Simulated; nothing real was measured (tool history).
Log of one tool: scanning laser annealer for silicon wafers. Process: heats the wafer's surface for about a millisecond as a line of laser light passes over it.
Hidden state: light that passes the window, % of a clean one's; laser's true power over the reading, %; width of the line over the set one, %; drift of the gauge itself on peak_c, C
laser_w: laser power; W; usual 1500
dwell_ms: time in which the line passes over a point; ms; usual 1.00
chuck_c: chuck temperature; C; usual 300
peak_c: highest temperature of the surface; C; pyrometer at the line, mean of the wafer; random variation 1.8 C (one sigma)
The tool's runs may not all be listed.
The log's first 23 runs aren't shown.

| run | hour | laser_w | dwell_ms | chuck_c | hours of work since the window was cleaned | hours of work since the power meter was calibrated | hours of work since the optics were aligned | peak_c |
|---|---|---|---|---|---|---|---|---|
| 24 | 811.4 | 1447 | 1.00 | 300 | 583 | 633 | 344 | 1013 |
| 25 | 838.8 | 1447 | 0.82 | 299 | 601 | 651 | 362 | 949 |
| 26 | 886.3 | 1345 | 1.15 | 300 | 632 | 682 | 393 | 989 |
| 27 | 929.4 | 1583 | 0.84 | 330 | 660 | 709 | 421 | 1069 |
| 28 | 949.1 | 1557 | 0.77 | 330 | 672 | 722 | 434 | 1021 |
| 29 | 979.3 | 1370 | 0.77 | 282 | 692 | 742 | 453 | 862 |
| 30 | 1021.9 | 1521 | 0.93 | 303 | 720 | 770 | 481 | 1033 |
| 31 | 1058.4 | 1521 | 0.93 | 303 | 743 | 793 | 505 | 1030 |
| 32 | 1096.7 | 1521 | 0.93 | 303 | 768 | 818 | 530 | 1031 |
| 33 | 1136.4 | 1347 | 0.88 | 300 | 794 | 844 | 555 | 902 |
| 34 | 1171.3 | 1545 | 1.13 | 312 | 817 | 867 | 578 | 1125 |
| 35 | 1204.5 | 1375 | 0.85 | 300 | 838 | 888 | 600 | 907 |
| 36 | 1239.7 | 1375 | 1.00 | 329 | 861 | 911 | 623 | 985 |
| 37 | 1259.7 | 1464 | 1.00 | 329 | 874 | 924 | 635 | 1037 |
|  | 1287.4 | window over the wafer cleaned |
| 38 | 1297.2 | 1349 | 1.00 | 300 | 6 | 947 | 659 | 962 |
| 39 | 1323.2 | 1372 | 1.00 | 300 | 23 | 964 | 675 | 974 |
| 40 | 1354.0 | 1372 | 0.89 | 267 | 43 | 984 | 695 | 905 |

Forecast each of these 5 alternatives for the next run:
| A | 1399.0 | 1499 | 1.03 | 319 | 72 | 1013 | 725 | ? |
| B | 1399.0 | 1630 | 0.98 | 262 | 72 | 1013 | 725 | ? |
| C | 1399.0 | 1372 | 1.08 | 305 | 72 | 1013 | 725 | ? |
| D | 1399.0 | 1467 | 0.80 | 333 | 72 | 1013 | 725 | ? |
| E | 1399.0 | 1500 | 0.75 | 261 | 72 | 1013 | 725 | ? |

| run | peak_c |
|---|---|
| A | 1086 |
| B | 1102 |
| C | 1006 |
| D | 995 |
| E | 922 |
Without the tool's hidden state the same runs would have given:
| run | peak_c |
|---|---|
| A | 1104 |
| B | 1122 |
| C | 1022 |
| D | 1011 |
| E | 938 |

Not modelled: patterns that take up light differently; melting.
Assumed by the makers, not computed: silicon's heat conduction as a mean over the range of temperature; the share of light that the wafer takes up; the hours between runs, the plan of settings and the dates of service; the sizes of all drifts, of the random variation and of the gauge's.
